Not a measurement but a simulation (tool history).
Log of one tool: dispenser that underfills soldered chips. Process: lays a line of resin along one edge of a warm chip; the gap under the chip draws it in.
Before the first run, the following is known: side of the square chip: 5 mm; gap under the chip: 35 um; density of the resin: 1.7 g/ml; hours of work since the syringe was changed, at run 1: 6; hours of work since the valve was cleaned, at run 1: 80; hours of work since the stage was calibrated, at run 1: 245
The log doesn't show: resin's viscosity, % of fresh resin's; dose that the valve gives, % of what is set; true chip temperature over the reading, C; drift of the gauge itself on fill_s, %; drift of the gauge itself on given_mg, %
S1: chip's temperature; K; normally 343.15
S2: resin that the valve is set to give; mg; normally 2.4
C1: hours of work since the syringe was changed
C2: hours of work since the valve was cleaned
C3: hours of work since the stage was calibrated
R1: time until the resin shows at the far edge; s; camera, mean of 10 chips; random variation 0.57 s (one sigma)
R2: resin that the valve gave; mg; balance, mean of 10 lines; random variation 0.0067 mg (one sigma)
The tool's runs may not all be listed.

run 1 hour=0 | S1=343.15 S2=2.4 | C1=6 C2=80 C3=245 | R1=77.1 R2=2.3
-- hour=5.5 dispensing valve cleaned and set on the balance
run 2 hour=5.5 | S1=343.15 S2=2.4 | C1=9 C2=0 C3=248 | R1=95.8 R2=2.389
-- hour=8.7 new syringe of resin
run 3 hour=10 | S1=343.15 S2=2.4 | C1=1 C2=3 C3=252 | R1=55.9 R2=2.405
run 4 hour=16.2 | S1=343.15 S2=2.4 | C1=6 C2=8 C3=257 | R1=77 R2=2.371
run 5 hour=23 | S1=343.15 S2=2.4 | C1=11 C2=13 C3=262 | R1=107.6 R2=2.376
-- hour=23.8 new syringe of resin
run 6 hour=28.9 | S1=343.15 S2=2.4 | C1=4 C2=18 C3=266 | R1=68.9 R2=2.374
run 7 hour=35.5 | S1=343.15 S2=2.4 | C1=9 C2=23 C3=271 | R1=94.9 R2=2.37
-- hour=38.7 new syringe of resin
run 8 hour=41.3 | S1=343.15 S2=2.4 | C1=2 C2=27 C3=276 | R1=61.8 R2=2.366
run 9 hour=47.6 | S1=343.15 S2=2.4 | C1=7 C2=32 C3=281 | R1=84.1 R2=2.363
run 10 hour=51.9 | S1=343.15 S2=2.4 | C1=10 C2=36 C3=284 | R1=104.8 R2=2.359
-- hour=53.6 new syringe of resin
run 11 hour=59.5 | S1=343.15 S2=2.07 | C1=5 C2=41 C3=290 | R1=73.6 R2=2.023
run 12 hour=64.4 | S1=330.15 S2=2.4 | C1=8 C2=45 C3=294 | R1=181.6 R2=2.347
-- hour=68.6 new syringe of resin
run 13 hour=71.8 | S1=330.15 S2=2.4 | C1=2 C2=51 C3=299 | R1=128.3 R2=2.337
run 14 hour=76.2 | S1=346.15 S2=2.4 | C1=6 C2=54 C3=303 | R1=66.3 R2=2.328
run 15 hour=82.3 | S1=343.15 S2=2.4 | C1=11 C2=59 C3=307 | R1=106.6 R2=2.326
-- hour=83.5 new syringe of resin
run 16 hour=89.9 | S1=343.15 S2=2.92 | C1=5 C2=65 C3=313 | R1=74.9 R2=2.837
run 17 hour=95.3 | S1=343.15 S2=2.4 | C1=9 C2=69 C3=317 | R1=98.3 R2=2.328
-- hour=98.6 new syringe of resin
run 18 hour=99 | S1=343.15 S2=2.4 | C1=0 C2=71 C3=320 | R1=55.5 R2=2.316
run 19 hour=104.1 | S1=343.15 S2=2.4 | C1=4 C2=75 C3=324 | R1=71.3 R2=2.305
run 20 hour=107.9 | S1=351.15 S2=2.82 | C1=7 C2=78 C3=327 | R1=57.5 R2=2.726
-- hour=113.6 new syringe of resin
run 21 hour=113.6 | S1=351.15 S2=2.82 | C1=0 C2=83 C3=331 | R1=36.4 R2=2.697
-- hour=115.8 dispensing valve cleaned and set on the balance
run 22 hour=121.6 | S1=344.15 S2=2.48 | C1=5 C2=5 C3=336 | R1=73.2 R2=2.465
run 23 hour=126.8 | S1=333.15 S2=2.96 | C1=10 C2=9 C3=341 | R1=171 R2=2.949
-- hour=130.1 new syringe of resin
run 24 hour=132.9 | S1=333.15 S2=2.96 | C1=2 C2=13 C3=345 | R1=104.2 R2=2.932
-- hour=137.3 stage's temperature calibrated
run 25 hour=139.8 | S1=351.15 S2=2.7 | C1=7 C2=18 C3=2 | R1=50 R2=2.67
run 26 hour=145 | S1=351.15 S2=2.7 | C1=11 C2=22 C3=6 | R1=65.3 R2=2.658
-- hour=146.4 new syringe of resin
run 27 hour=152.1 | S1=343.15 S2=2.42 | C1=4 C2=27 C3=11 | R1=66.1 R2=2.386
run 28 hour=159.2 | S1=338.15 S2=2.42 | C1=10 C2=33 C3=17 | R1=119.2 R2=2.379
-- hour=161.7 new syringe of resin
run 29 hour=165.3 | S1=347.15 S2=2.07 | C1=3 C2=37 C3=21 | R1=50.9 R2=2.025
run 30 hour=171.1 | S1=340.15 S2=2.57 | C1=7 C2=42 C3=26 | R1=92.7 R2=2.515
-- hour=177.1 new syringe of resin
run 31 hour=177.8 | S1=341.15 S2=2.65 | C1=1 C2=47 C3=31 | R1=56.9 R2=2.574
run 32 hour=182.8 | S1=356.15 S2=2.4 | C1=4 C2=51 C3=35 | R1=35 R2=2.339
run 33 hour=188.3 | S1=353.15 S2=2.84 | C1=9 C2=55 C3=39 | R1=52.6 R2=2.767
-- hour=192.3 new syringe of resin
run 34 hour=193.1 | S1=346.15 S2=2.83 | C1=1 C2=58 C3=43 | R1=43.9 R2=2.741
run 35 hour=196.9 | S1=349.15 S2=2.04 | C1=4 C2=61 C3=46 | R1=47.1 R2=1.98
run 36 hour=204.2 | S1=338.15 S2=2.56 | C1=9 C2=67 C3=51 | R1=116.4 R2=2.474

How the hidden state differs across the entries between the runs, from the last listed run before each to the first after it:
Run 1 -> run 2: dispensing valve cleaned and set on the balance (hour 5.5)
  resin's viscosity, % of fresh resin's: 143.8 -> 179.8; dose that the valve gives, % of what is set: 95.66 -> 99.83; true chip temperature over the reading, C: -1.71 -> -1.73
  measured minus no-state result, R1: +28.3 -> +46.8 s; R2: -0.104 -> -0.004 mg
Run 2 -> run 3: new syringe of resin (hour 8.7)
  resin's viscosity, % of fresh resin's: 179.8 -> 106.2; dose that the valve gives, % of what is set: 99.83 -> 99.67; true chip temperature over the reading, C: -1.73 -> -1.75
  measured minus no-state result, R1: +46.8 -> +7.8 s; R2: -0.004 -> -0.007 mg
Run 5 -> run 6: new syringe of resin (hour 23.8)
  resin's viscosity, % of fresh resin's: 202.7 -> 127.9; dose that the valve gives, % of what is set: 99.16 -> 98.97; true chip temperature over the reading, C: -1.82 -> -1.85
  measured minus no-state result, R1: +59.2 -> +19.9 s; R2: -0.02 -> -0.024 mg
Run 7 -> run 8: new syringe of resin (hour 38.7)
  resin's viscosity, % of fresh resin's: 177.7 -> 114.1; dose that the valve gives, % of what is set: 98.72 -> 98.54; true chip temperature over the reading, C: -1.88 -> -1.91
  measured minus no-state result, R1: +46.5 -> +12.7 s; R2: -0.03 -> -0.035 mg
Run 10 -> run 11: new syringe of resin (hour 53.6)
  resin's viscosity, % of fresh resin's: 193.2 -> 131.1; dose that the valve gives, % of what is set: 98.13 -> 97.86; true chip temperature over the reading, C: -1.96 -> -1.99
  measured minus no-state result, R1: +56.2 -> +23.2 s; R2: -0.045 -> -0.044 mg
Run 12 -> run 13: new syringe of resin (hour 68.6)
  resin's viscosity, % of fresh resin's: 166.9 -> 114.9; dose that the valve gives, % of what is set: 97.68 -> 97.41; true chip temperature over the reading, C: -2.02 -> -2.05
  measured minus no-state result, R1: +84.7 -> +28.8 s; R2: -0.055 -> -0.063 mg
Run 15 -> run 16: new syringe of resin (hour 83.5)
  resin's viscosity, % of fresh resin's: 193.8 -> 135.5; dose that the valve gives, % of what is set: 97.01 -> 96.74; true chip temperature over the reading, C: -2.11 -> -2.14
  measured minus no-state result, R1: +57.3 -> +25.3 s; R2: -0.072 -> -0.095 mg
Run 17 -> run 18: new syringe of resin (hour 98.6)
  resin's viscosity, % of fresh resin's: 177.5 -> 101.8; dose that the valve gives, % of what is set: 96.51 -> 96.37; true chip temperature over the reading, C: -2.17 -> -2.19
  measured minus no-state result, R1: +48.8 -> +6.9 s; R2: -0.084 -> -0.087 mg
Run 20 -> run 21: new syringe of resin (hour 113.6)
  resin's viscosity, % of fresh resin's: 158.5 -> 99.8; dose that the valve gives, % of what is set: 96.04 -> 95.83; true chip temperature over the reading, C: -2.23 -> -2.26
  measured minus no-state result, R1: +25.3 -> +3.7 s; R2: -0.112 -> -0.118 mg
Run 21 -> run 22: dispensing valve cleaned and set on the balance (hour 115.8)
  resin's viscosity, % of fresh resin's: 99.8 -> 140.9; dose that the valve gives, % of what is set: 95.83 -> 99.71; true chip temperature over the reading, C: -2.26 -> -2.29
  measured minus no-state result, R1: +3.7 -> +26.9 s; R2: -0.118 -> -0.007 mg
Run 23 -> run 24: new syringe of resin (hour 130.1)
  resin's viscosity, % of fresh resin's: 183.1 -> 114.2; dose that the valve gives, % of what is set: 99.5 -> 99.28; true chip temperature over the reading, C: -2.32 -> -2.35
  measured minus no-state result, R1: +88.6 -> +24 s; R2: -0.015 -> -0.022 mg
Run 24 -> run 25: stage's temperature calibrated (hour 137.3)
  resin's viscosity, % of fresh resin's: 114.2 -> 153.1; dose that the valve gives, % of what is set: 99.28 -> 99.05; true chip temperature over the reading, C: -2.35 -> 0.01
  measured minus no-state result, R1: +24 -> +17.4 s; R2: -0.022 -> -0.025 mg
Run 26 -> run 27: new syringe of resin (hour 146.4)
  resin's viscosity, % of fresh resin's: 197.9 -> 132.1; dose that the valve gives, % of what is set: 98.87 -> 98.59; true chip temperature over the reading, C: -0.02 -> -0.05
  measured minus no-state result, R1: +32.3 -> +16.3 s; R2: -0.031 -> -0.034 mg
Run 28 -> run 29: new syringe of resin (hour 161.7)
  resin's viscosity, % of fresh resin's: 188.3 -> 122.6; dose that the valve gives, % of what is set: 98.32 -> 98.08; true chip temperature over the reading, C: -0.09 -> -0.12
  measured minus no-state result, R1: +56.5 -> +9.8 s; R2: -0.04 -> -0.04 mg
Run 30 -> run 31: new syringe of resin (hour 177.1)
  resin's viscosity, % of fresh resin's: 163.9 -> 104.5; dose that the valve gives, % of what is set: 97.85 -> 97.62; true chip temperature over the reading, C: -0.14 -> -0.17
  measured minus no-state result, R1: +36.7 -> +3 s; R2: -0.056 -> -0.063 mg
Run 33 -> run 34: new syringe of resin (hour 192.3)
  resin's viscosity, % of fresh resin's: 176.3 -> 104.7; dose that the valve gives, % of what is set: 97.23 -> 97.06; true chip temperature over the reading, C: -0.23 -> -0.25
  measured minus no-state result, R1: +23.3 -> +2.6 s; R2: -0.079 -> -0.083 mg

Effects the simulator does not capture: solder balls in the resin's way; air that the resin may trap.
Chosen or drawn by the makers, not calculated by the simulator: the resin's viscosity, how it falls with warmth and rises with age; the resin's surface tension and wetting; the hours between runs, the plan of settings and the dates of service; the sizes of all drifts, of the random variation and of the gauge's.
